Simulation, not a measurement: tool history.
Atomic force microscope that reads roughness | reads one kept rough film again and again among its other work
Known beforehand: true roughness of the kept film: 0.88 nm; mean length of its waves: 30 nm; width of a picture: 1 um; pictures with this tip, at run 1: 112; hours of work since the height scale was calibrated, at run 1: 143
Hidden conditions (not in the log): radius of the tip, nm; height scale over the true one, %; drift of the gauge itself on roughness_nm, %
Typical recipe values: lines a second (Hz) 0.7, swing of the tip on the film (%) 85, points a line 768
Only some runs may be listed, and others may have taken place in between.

run,hour,lines a second (Hz),swing of the tip on the film (%),points a line,pictures with this tip,hours of work since the height scale was calibrated,roughness of the kept film (nm (root mean square))
1,0,0.7,85,768,112,143,0.836
2,4.7,0.7,85,768,118,146,0.837
3,10,0.7,85,708,124,149,0.833
4,21.2,0.7,85,708,137,156,0.84
5,25.8,0.7,81,768,142,159,0.844
6,33.8,0.7,81,986,151,164,0.849
7,44.6,0.7,85,768,163,170,0.841
8,55.5,0.7,85,768,176,177,0.83
9,64,0.7,85,768,186,182,0.837
10,74.9,0.7,85,768,198,188,0.837
11,82.5,0.7,85,768,207,193,0.828
12,89.7,0.7,65,768,215,197,0.853
13,96.1,0.7,85,768,222,201,0.842
14,103.2,0.7,85,768,231,206,0.824
15,113.8,2.215,85,768,243,212,0.792
16,123.3,2.215,85,768,254,218,0.79
17,134.2,2.215,85,768,266,224,0.779
# hour 138.8: new tip fitted
18,144,2.215,85,768,6,230,0.794
19,153,2.215,85,768,16,235,0.794
20,162.5,2.215,85,768,27,241,0.802
21,173.3,2.215,85,768,39,247,0.786
22,183.8,3.087,66,504,51,254,0.826
23,192.1,0.7,85,413,61,259,0.835
24,199.9,0.663,67,708,70,264,0.845
25,210.2,2.45,67,352,82,270,0.826
26,216.2,2.45,67,352,88,273,0.823
27,221.9,0.822,58,575,95,277,0.849
28,227.6,0.7,77,594,102,280,0.846
29,237.9,0.7,77,594,113,286,0.839
30,243.2,1.292,85,768,119,290,0.82
31,248.4,1.292,85,768,125,293,0.824
32,256,0.7,77,880,134,297,0.85
33,262.9,3.211,85,497,142,302,0.772
34,271,3.211,85,497,151,306,0.766
35,281.2,0.7,59,359,163,313,0.85
36,286,2.101,60,442,169,315,0.836
37,290.7,0.774,69,726,174,318,0.861
38,301.1,0.774,69,726,186,325,0.844
39,305.9,0.774,69,726,191,327,0.848
40,314.1,1.011,69,696,201,332,0.849
41,325.1,0.7,70,768,213,339,0.849

Below are 5 alternative next runs, each starting from the tool's condition after run 41. Predict each:
A,333.6,0.7,85,845,223,344,?
B,333.6,1.264,75,288,223,344,?
C,333.6,0.7,59,608,223,344,?
D,333.6,0.7,89,388,223,344,?
E,333.6,0.517,72,256,223,344,?

run,roughness of the kept film (nm (root mean square))
A,0.835
B,0.826
C,0.85
D,0.821
E,0.841
Take away the tool's hidden state, keep each run's random variation, and the runs would have read:
run,roughness of the kept film (nm (root mean square))
A,0.838
B,0.829
C,0.852
D,0.824
E,0.844
